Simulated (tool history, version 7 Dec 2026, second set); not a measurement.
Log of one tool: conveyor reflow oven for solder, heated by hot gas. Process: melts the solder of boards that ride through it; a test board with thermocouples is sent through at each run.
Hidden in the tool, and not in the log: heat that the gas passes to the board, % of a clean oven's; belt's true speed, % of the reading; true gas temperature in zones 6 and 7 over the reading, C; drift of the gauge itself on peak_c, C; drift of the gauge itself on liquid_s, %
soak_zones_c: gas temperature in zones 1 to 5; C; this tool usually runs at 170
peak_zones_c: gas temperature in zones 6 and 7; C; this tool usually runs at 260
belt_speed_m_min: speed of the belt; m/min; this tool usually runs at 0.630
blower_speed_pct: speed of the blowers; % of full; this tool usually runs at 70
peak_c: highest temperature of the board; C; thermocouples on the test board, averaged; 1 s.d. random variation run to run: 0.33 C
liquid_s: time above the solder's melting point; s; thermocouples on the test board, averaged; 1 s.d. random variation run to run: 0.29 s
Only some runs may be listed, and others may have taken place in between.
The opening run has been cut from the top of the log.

| run | hour | soak_zones_c | peak_zones_c | belt_speed_m_min | blower_speed_pct | hours of work since the flux was cleaned out | hours of work since the belt drive was overhauled | hours of work since the thermocouples were changed | peak_c | liquid_s |
|---|---|---|---|---|---|---|---|---|---|---|
| 2 | 12.4 | 170 | 260 | 0.630 | 51 | 31 | 120 | 677 | 243.2 | 41.8 |
| 3 | 25.2 | 170 | 264 | 0.630 | 51 | 36 | 125 | 682 | 247.0 | 44.5 |
| 4 | 38.6 | 170 | 264 | 0.630 | 51 | 42 | 131 | 688 | 245.8 | 44.1 |
| 5 | 54.1 | 170 | 264 | 0.630 | 51 | 48 | 137 | 694 | 245.8 | 44.4 |
| 6 | 67.0 | 170 | 264 | 0.630 | 62 | 53 | 142 | 700 | 248.8 | 47.0 |
| 7 | 80.1 | 168 | 260 | 0.630 | 70 | 58 | 148 | 705 | 246.4 | 44.1 |
| 8 | 94.8 | 168 | 260 | 0.630 | 70 | 65 | 154 | 711 | 246.1 | 44.8 |
| 9 | 108.3 | 168 | 260 | 0.630 | 70 | 70 | 159 | 716 | 245.7 | 44.7 |
| 10 | 124.9 | 168 | 260 | 0.630 | 70 | 77 | 166 | 723 | 245.9 | 44.7 |
| 11 | 140.6 | 168 | 260 | 0.630 | 70 | 83 | 173 | 730 | 246.0 | 44.7 |
| 12 | 157.0 | 168 | 260 | 0.630 | 70 | 90 | 179 | 736 | 246.2 | 44.5 |
| 13 | 173.6 | 178 | 260 | 0.630 | 70 | 97 | 186 | 743 | 247.9 | 48.4 |
| 14 | 180.9 | 170 | 260 | 0.712 | 70 | 100 | 189 | 746 | 242.2 | 36.4 |
| 15 | 192.5 | 170 | 254 | 0.712 | 70 | 104 | 194 | 751 | 236.9 | 32.0 |
| 16 | 209.0 | 170 | 254 | 0.712 | 70 | 111 | 201 | 758 | 237.5 | 31.7 |
| 17 | 216.8 | 173 | 265 | 0.555 | 66 | 114 | 204 | 761 | 253.7 | 59.0 |
| 18 | 226.1 | 161 | 260 | 0.605 | 70 | 118 | 207 | 765 | 245.6 | 45.0 |
| 19 | 234.1 | 156 | 271 | 0.509 | 70 | 121 | 211 | 768 | 260.0 | 63.7 |
| 20 | 242.0 | 165 | 260 | 0.630 | 52 | 125 | 214 | 771 | 242.1 | 39.2 |
| 21 | 255.0 | 160 | 267 | 0.504 | 77 | 130 | 219 | 776 | 257.4 | 64.8 |

What does the tool deliver on the next run?
| 22 | 268.0 | 160 | 267 | 0.504 | 77 | 135 | 225 | 782 | ? | ? |

peak_c: 257.6 C
liquid_s: 64.4 s
On a tool with no hidden condition, and with the same random variation, this run would have come out at peak_c 258.9 C, liquid_s 65.1 s.
